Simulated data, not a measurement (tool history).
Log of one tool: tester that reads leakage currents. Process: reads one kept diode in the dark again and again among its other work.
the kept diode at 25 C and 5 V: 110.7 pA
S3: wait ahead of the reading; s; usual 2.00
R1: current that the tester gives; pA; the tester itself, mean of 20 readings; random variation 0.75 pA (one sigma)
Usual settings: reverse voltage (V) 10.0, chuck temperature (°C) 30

Run 1, day 0.000: usual settings. Result: R1 249.67 pA.
Run 2, day 2.233: usual settings but reverse voltage (V) 10.3. Result: R1 253.27 pA.
Run 3, day 7.412: usual settings but reverse voltage (V) 10.3. Result: R1 253.83 pA.
Run 4, day 11.238: usual settings but reverse voltage (V) 10.3. Result: R1 253.37 pA.
At day 11.738: probe card cleaned and baked.
Run 5, day 14.038: usual settings but reverse voltage (V) 10.3. Result: R1 254.50 pA.
Run 6, day 16.721: usual settings but reverse voltage (V) 10.3. Result: R1 253.54 pA.
Run 7, day 20.150: usual settings but reverse voltage (V) 10.3, S3 5.89 s. Result: R1 254.21 pA.
Run 8, day 25.042: usual settings but chuck temperature (°C) 29. Result: R1 227.91 pA.
Run 9, day 30.167: usual settings but chuck temperature (°C) 29. Result: R1 226.98 pA.
Run 10, day 33.479: usual settings. Result: R1 248.87 pA.
Run 11, day 36.138: usual settings but chuck temperature (°C) 24. Result: R1 142.66 pA.
Run 12, day 38.621: usual settings but chuck temperature (°C) 24. Result: R1 143.11 pA.
Run 13, day 41.062: usual settings but chuck temperature (°C) 24. Result: R1 143.28 pA.
Run 14, day 43.417: usual settings but S3 3.77 s. Result: R1 250.08 pA.
Run 15, day 47.712: usual settings but S3 3.77 s. Result: R1 248.97 pA.
At day 49.571: chuck's temperature calibrated.
Run 16, day 51.450: usual settings but S3 3.77 s. Result: R1 249.19 pA.
Run 17, day 55.467: usual settings. Result: R1 250.11 pA.
Run 18, day 59.408: usual settings but chuck temperature (°C) 50. Result: R1 1383.18 pA.
Run 19, day 62.108: usual settings but chuck temperature (°C) 50. Result: R1 1382.68 pA.
Run 20, day 65.217: usual settings but reverse voltage (V) 2.2, chuck temperature (°C) 26, S3 1.50 s. Result: R1 81.03 pA.
Run 21, day 68.712: usual settings but reverse voltage (V) 13.0, S3 2.43 s. Result: R1 285.29 pA.
Run 22, day 72.733: usual settings but chuck temperature (°C) 20, S3 1.36 s. Result: R1 98.40 pA.
Run 23, day 75.300: usual settings but chuck temperature (°C) 20, S3 1.36 s. Result: R1 97.75 pA.
Run 24, day 78.750: usual settings but S3 0.40 s. Result: R1 251.01 pA.
Run 25, day 81.300: usual settings but reverse voltage (V) 8.8, chuck temperature (°C) 42, S3 3.37 s. Result: R1 674.27 pA.
Run 26, day 86.254: usual settings but reverse voltage (V) 3.6, chuck temperature (°C) 52, S3 0.67 s. Result: R1 987.23 pA.
Run 27, day 89.688: usual settings but S3 4.03 s. Result: R1 249.27 pA.
Run 28, day 92.521: usual settings but reverse voltage (V) 10.9. Result: R1 261.04 pA.
Run 29, day 96.408: usual settings but reverse voltage (V) 10.9. Result: R1 261.20 pA.
Run 30, day 101.246: usual settings but chuck temperature (°C) 20, S3 6.50 s. Result: R1 97.10 pA.
Run 31, day 104.921: usual settings but reverse voltage (V) 2.2, chuck temperature (°C) 28, S3 6.50 s. Result: R1 97.74 pA.
Run 32, day 107.604: usual settings but reverse voltage (V) 4.1, chuck temperature (°C) 22, S3 4.36 s. Result: R1 75.40 pA.
Run 33, day 109.854: usual settings but reverse voltage (V) 4.3, S3 1.04 s. Result: R1 163.01 pA.
Run 34, day 113.500: usual settings but reverse voltage (V) 14.0, chuck temperature (°C) 38, S3 3.84 s. Result: R1 601.52 pA.
Run 35, day 118.271: usual settings but reverse voltage (V) 1.1, chuck temperature (°C) 57, S3 0.52 s. Result: R1 801.43 pA.
Run 36, day 122.029: usual settings but reverse voltage (V) 7.7, chuck temperature (°C) 60. Result: R1 2662.59 pA.

Some steps in R1 between neighbouring runs. How much of each would the tool show without its hidden state too (settings, what came in, random variation), and how much is left for the hidden state, with any gauge scatter that isn't in both results?
The hidden state here: stray current of the dirty probe card, pA a volt; current scale over the true one, %; true chuck temperature over the reading, C; drift of the gauge itself on leakage_pa, %.
Run 17 -> 18: chuck temperature (°C) 30 -> 50. R1 +1133.07 pA: hidden state -0.20, all else +1133.27.
Run 19 -> 20: reverse voltage (V) 10.0 -> 2.2, chuck temperature (°C) 50 -> 26, S3 2.00 -> 1.50. R1 -1301.65 pA: hidden state +0.22, all else -1301.87.
Run 26 -> 27: reverse voltage (V) 3.6 -> 10.0, chuck temperature (°C) 52 -> 30, S3 0.67 -> 4.03. R1 -737.96 pA: hidden state +0.24, all else -738.20.
Run 35 -> 36: reverse voltage (V) 1.1 -> 7.7, chuck temperature (°C) 57 -> 60, S3 0.52 -> 2.00. R1 +1861.16 pA: hidden state -0.89, all else +1862.05.

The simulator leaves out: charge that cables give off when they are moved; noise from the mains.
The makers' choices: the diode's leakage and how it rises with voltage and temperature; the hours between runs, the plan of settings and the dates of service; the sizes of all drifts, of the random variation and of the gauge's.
